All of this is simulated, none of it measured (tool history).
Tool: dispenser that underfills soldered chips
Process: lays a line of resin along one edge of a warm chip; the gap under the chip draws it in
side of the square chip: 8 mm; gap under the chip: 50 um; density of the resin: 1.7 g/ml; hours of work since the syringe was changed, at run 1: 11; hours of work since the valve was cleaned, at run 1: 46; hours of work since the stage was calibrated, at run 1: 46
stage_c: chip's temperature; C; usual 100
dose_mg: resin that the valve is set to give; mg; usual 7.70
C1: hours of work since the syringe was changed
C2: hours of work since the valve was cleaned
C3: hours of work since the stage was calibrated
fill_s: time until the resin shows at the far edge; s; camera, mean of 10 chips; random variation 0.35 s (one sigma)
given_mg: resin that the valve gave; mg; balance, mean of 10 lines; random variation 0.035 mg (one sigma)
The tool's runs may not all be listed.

run 1 hour=0.0 | stage_c=100 dose_mg=7.70 | C1=11 C2=46 C3=46 | fill_s=31.7 given_mg=7.56
-- hour=1.2 new syringe of resin
run 2 hour=6.7 | stage_c=100 dose_mg=7.70 | C1=3 C2=51 C3=51 | fill_s=21.3 given_mg=7.51
run 3 hour=14.6 | stage_c=100 dose_mg=7.70 | C1=8 C2=55 C3=55 | fill_s=28.1 given_mg=7.51
-- hour=19.6 new syringe of resin
run 4 hour=23.9 | stage_c=100 dose_mg=7.70 | C1=3 C2=61 C3=61 | fill_s=20.1 given_mg=7.52
run 5 hour=32.5 | stage_c=100 dose_mg=6.72 | C1=8 C2=67 C3=67 | fill_s=29.2 given_mg=6.55
run 6 hour=37.2 | stage_c=100 dose_mg=6.72 | C1=11 C2=70 C3=70 | fill_s=34.5 given_mg=6.53
-- hour=38.1 new syringe of resin
run 7 hour=44.9 | stage_c=100 dose_mg=9.21 | C1=4 C2=74 C3=74 | fill_s=21.1 given_mg=8.88
run 8 hour=52.0 | stage_c=100 dose_mg=9.21 | C1=9 C2=79 C3=79 | fill_s=28.0 given_mg=8.87
-- hour=56.7 new syringe of resin
run 9 hour=59.9 | stage_c=100 dose_mg=9.21 | C1=2 C2=84 C3=84 | fill_s=18.2 given_mg=8.86
run 10 hour=67.6 | stage_c=100 dose_mg=9.21 | C1=7 C2=88 C3=88 | fill_s=24.9 given_mg=8.83
run 11 hour=74.2 | stage_c=100 dose_mg=7.70 | C1=11 C2=93 C3=93 | fill_s=32.0 given_mg=7.34
-- hour=75.3 new syringe of resin
run 12 hour=78.7 | stage_c=100 dose_mg=7.70 | C1=2 C2=95 C3=95 | fill_s=19.4 given_mg=7.37
run 13 hour=86.7 | stage_c=100 dose_mg=7.70 | C1=7 C2=100 C3=100 | fill_s=26.4 given_mg=7.37
run 14 hour=92.3 | stage_c=92 dose_mg=7.76 | C1=11 C2=104 C3=104 | fill_s=43.4 given_mg=7.43
-- hour=93.9 new syringe of resin
run 15 hour=97.8 | stage_c=92 dose_mg=7.76 | C1=2 C2=107 C3=107 | fill_s=27.3 given_mg=7.46
run 16 hour=103.2 | stage_c=97 dose_mg=7.61 | C1=6 C2=111 C3=111 | fill_s=28.0 given_mg=7.32
run 17 hour=111.5 | stage_c=106 dose_mg=7.51 | C1=11 C2=116 C3=116 | fill_s=28.0 given_mg=7.14
-- hour=112.4 new syringe of resin
run 18 hour=120.1 | stage_c=103 dose_mg=6.82 | C1=5 C2=121 C3=121 | fill_s=22.3 given_mg=6.51
run 19 hour=125.0 | stage_c=97 dose_mg=6.82 | C1=8 C2=124 C3=124 | fill_s=32.0 given_mg=6.49
-- hour=130.4 new syringe of resin
run 20 hour=131.7 | stage_c=100 dose_mg=6.79 | C1=1 C2=128 C3=128 | fill_s=18.4 given_mg=6.41
run 21 hour=140.4 | stage_c=100 dose_mg=6.79 | C1=6 C2=134 C3=134 | fill_s=25.9 given_mg=6.36
run 22 hour=144.7 | stage_c=100 dose_mg=6.79 | C1=9 C2=137 C3=137 | fill_s=30.1 given_mg=6.33
-- hour=149.1 new syringe of resin
run 23 hour=151.2 | stage_c=104 dose_mg=7.49 | C1=1 C2=140 C3=140 | fill_s=17.5 given_mg=7.03
run 24 hour=155.9 | stage_c=104 dose_mg=7.49 | C1=4 C2=143 C3=143 | fill_s=19.5 given_mg=7.02
-- hour=161.7 dispensing valve cleaned and set on the balance
run 25 hour=162.7 | stage_c=100 dose_mg=6.54 | C1=8 C2=1 C3=147 | fill_s=28.8 given_mg=6.51
-- hour=168.1 new syringe of resin
run 26 hour=168.2 | stage_c=102 dose_mg=7.71 | C1=0 C2=4 C3=150 | fill_s=16.7 given_mg=7.68

4 ways to go on from here, each from the tool as it stands after run 26. What would each give?
run A hour=172.9 | stage_c=94 dose_mg=6.60 | C1=3 C2=7 C3=153 | fill_s=? given_mg=?
run B hour=172.9 | stage_c=91 dose_mg=7.71 | C1=3 C2=7 C3=153 | fill_s=? given_mg=?
run C hour=172.9 | stage_c=115 dose_mg=8.07 | C1=3 C2=7 C3=153 | fill_s=? given_mg=?
run D hour=172.9 | stage_c=100 dose_mg=6.67 | C1=3 C2=7 C3=153 | fill_s=? given_mg=?

run=A fill_s=27.2 given_mg=6.52
run=B fill_s=28.4 given_mg=7.58
run=C fill_s=12.1 given_mg=7.95
run=D fill_s=22.0 given_mg=6.61
Without the tool's hidden state the same runs would have given:
run=A fill_s=22.1 given_mg=6.55
run=B fill_s=23.0 given_mg=7.62
run=C fill_s=9.9 given_mg=7.99
run=D fill_s=17.9 given_mg=6.65
